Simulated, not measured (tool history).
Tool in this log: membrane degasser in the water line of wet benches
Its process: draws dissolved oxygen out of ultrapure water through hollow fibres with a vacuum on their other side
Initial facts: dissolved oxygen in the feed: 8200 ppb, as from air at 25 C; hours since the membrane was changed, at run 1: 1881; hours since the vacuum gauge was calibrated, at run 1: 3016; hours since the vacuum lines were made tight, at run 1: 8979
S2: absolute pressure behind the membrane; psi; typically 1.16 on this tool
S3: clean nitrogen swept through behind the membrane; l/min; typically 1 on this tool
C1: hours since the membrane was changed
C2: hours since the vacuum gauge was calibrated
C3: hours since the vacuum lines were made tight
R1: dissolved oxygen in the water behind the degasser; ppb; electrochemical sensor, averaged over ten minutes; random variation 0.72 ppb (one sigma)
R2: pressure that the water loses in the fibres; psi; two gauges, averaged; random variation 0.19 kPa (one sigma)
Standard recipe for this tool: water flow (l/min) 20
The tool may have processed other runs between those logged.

Run 1, day 0: usual settings; C1 1881; C2 3016; C3 8979. Result: R1 217.4 ppb, R2 5.545 psi.
At day 2.667: vacuum gauge calibrated.
Run 2, day 5.462: usual settings; C1 2011; C2 67; C3 9110. Result: R1 217.1 ppb, R2 5.562 psi.
Run 3, day 13.071: usual settings; C1 2194; C2 250; C3 9293. Result: R1 219 ppb, R2 5.536 psi.
Run 4, day 17.758: usual settings but water flow (l/min) 17; C1 2306; C2 362; C3 9405. Result: R1 189.1 ppb, R2 4.74 psi.
Run 5, day 21.788: usual settings but water flow (l/min) 17; C1 2403; C2 459; C3 9502. Result: R1 187.5 ppb, R2 4.728 psi.
Run 6, day 26.362: usual settings; C1 2513; C2 569; C3 9612. Result: R1 218 ppb, R2 5.583 psi.
At day 31.183: seals of the vacuum lines changed.
Run 7, day 32.608: usual settings but water flow (l/min) 14; C1 2661; C2 717; C3 34. Result: R1 153.9 ppb, R2 3.893 psi.
At day 34.946: vacuum gauge calibrated, once more.
Run 8, day 38.288: usual settings; C1 2797; C2 80; C3 170. Result: R1 215.5 ppb, R2 5.564 psi.
Run 9, day 42.792: usual settings; C1 2905; C2 188; C3 278. Result: R1 215.1 ppb, R2 5.616 psi.
Run 10, day 47.454: usual settings but S2 0.76 psi; C1 3017; C2 300; C3 390. Result: R1 96.2 ppb, R2 5.567 psi.
Run 11, day 50.958: usual settings but water flow (l/min) 24; C1 3101; C2 384; C3 474. Result: R1 257.2 ppb, R2 6.714 psi.
Run 12, day 58.771: usual settings but water flow (l/min) 24; C1 3288; C2 572; C3 662. Result: R1 258.5 ppb, R2 6.667 psi.
Run 13, day 65.767: usual settings but water flow (l/min) 24; C1 3456; C2 740; C3 830. Result: R1 257.5 ppb, R2 6.737 psi.
Run 14, day 73.162: usual settings but water flow (l/min) 24; C1 3634; C2 917; C3 1007. Result: R1 257.8 ppb, R2 6.75 psi.
Run 15, day 77.158: usual settings but water flow (l/min) 24; C1 3730; C2 1013; C3 1103. Result: R1 257.8 ppb, R2 6.775 psi.
Run 16, day 83.092: usual settings but water flow (l/min) 24; C1 3872; C2 1156; C3 1245. Result: R1 258.2 ppb, R2 6.712 psi.
Run 17, day 90.058: usual settings but water flow (l/min) 14; C1 4039; C2 1323; C3 1413. Result: R1 154.8 ppb, R2 3.96 psi.
Run 18, day 97.421: usual settings but water flow (l/min) 14; C1 4216; C2 1499; C3 1589. Result: R1 154.8 ppb, R2 3.945 psi.
Run 19, day 104.525: usual settings but water flow (l/min) 24, S2 2.193 psi, S3 2.42 l/min; C1 4386; C2 1670; C3 1760. Result: R1 285.2 ppb, R2 6.747 psi.
Run 20, day 108.654: usual settings but water flow (l/min) 24, S2 2.193 psi, S3 2.27 l/min; C1 4485; C2 1769; C3 1859. Result: R1 301.7 ppb, R2 6.757 psi.
Run 21, day 114.638: usual settings but water flow (l/min) 24, S2 2.193 psi, S3 2.27 l/min; C1 4629; C2 1913; C3 2002. Result: R1 303.3 ppb, R2 6.763 psi.
Run 22, day 118.921: usual settings but S2 1.14 psi, S3 1.71 l/min; C1 4732; C2 2015; C3 2105. Result: R1 133.4 ppb, R2 5.725 psi.
Run 23, day 122.471: usual settings but water flow (l/min) 21; C1 4817; C2 2101; C3 2190. Result: R1 228 ppb, R2 5.938 psi.
Run 24, day 125.879: usual settings but water flow (l/min) 21; C1 4899; C2 2182; C3 2272. Result: R1 227.6 ppb, R2 5.973 psi.
Run 25, day 133.783: usual settings but water flow (l/min) 23, S2 0.96 psi; C1 5088; C2 2372; C3 2462. Result: R1 184 ppb, R2 6.488 psi.
Run 26, day 138.229: usual settings but water flow (l/min) 23, S2 2.089 psi, S3 0.87 l/min; C1 5195; C2 2479; C3 2569. Result: R1 611.2 ppb, R2 6.517 psi.
Run 27, day 143.646: usual settings but water flow (l/min) 16, S2 1.004 psi, S3 0.87 l/min; C1 5325; C2 2609; C3 2699. Result: R1 156.7 ppb, R2 4.564 psi.
Run 28, day 148.317: usual settings but water flow (l/min) 23, S3 1.55 l/min; C1 5437; C2 2721; C3 2811. Result: R1 175.8 ppb, R2 6.559 psi.
Run 29, day 152.421: usual settings but water flow (l/min) 23, S2 1.466 psi, S3 1.55 l/min; C1 5536; C2 2819; C3 2909. Result: R1 244.5 ppb, R2 6.515 psi.
Run 30, day 159.354: usual settings but water flow (l/min) 23, S2 1.466 psi, S3 1.55 l/min; C1 5702; C2 2986; C3 3076. Result: R1 243.9 ppb, R2 6.527 psi.
At day 162.721: vacuum gauge calibrated.
Run 31, day 165.821: usual settings but water flow (l/min) 23, S2 1.466 psi, S3 1.55 l/min; C1 5857; C2 74; C3 3230. Result: R1 240.2 ppb, R2 6.547 psi.
Run 32, day 172.8: usual settings but water flow (l/min) 16, S2 1.343 psi, S3 1.31 l/min; C1 6024; C2 242; C3 3398. Result: R1 172.9 ppb, R2 4.58 psi.

Each row is a separate what-if for the run after 32, all from the same tool condition, not one after another. Results?
Run A, day 180.767: usual settings but water flow (l/min) 12, S2 2.453 psi, S3 1.31 l/min; C1 6216; C2 433; C3 3589. Result: R1 ?, R2 ?.
Run B, day 180.767: usual settings but S2 1.046 psi; C1 6216; C2 433; C3 3589. Result: R1 ?, R2 ?.
Run C, day 180.767: usual settings but S2 2.57 psi; C1 6216; C2 433; C3 3589. Result: R1 ?, R2 ?.
Run D, day 180.767: usual settings but water flow (l/min) 31, S2 2.574 psi, S3 1.52 l/min; C1 6216; C2 433; C3 3589. Result: R1 ?, R2 ?.

run     R1     R2
  A  295.5  3.423
  B    182  5.641
  C  613.6  5.662
  D  656.8  8.888
With the hidden condition removed and each run's random variation left untouched, the same runs would have given:
run     R1     R2
  A    291  3.305
  B  180.4  5.445
  C  609.2  5.466
  D  648.8  8.583
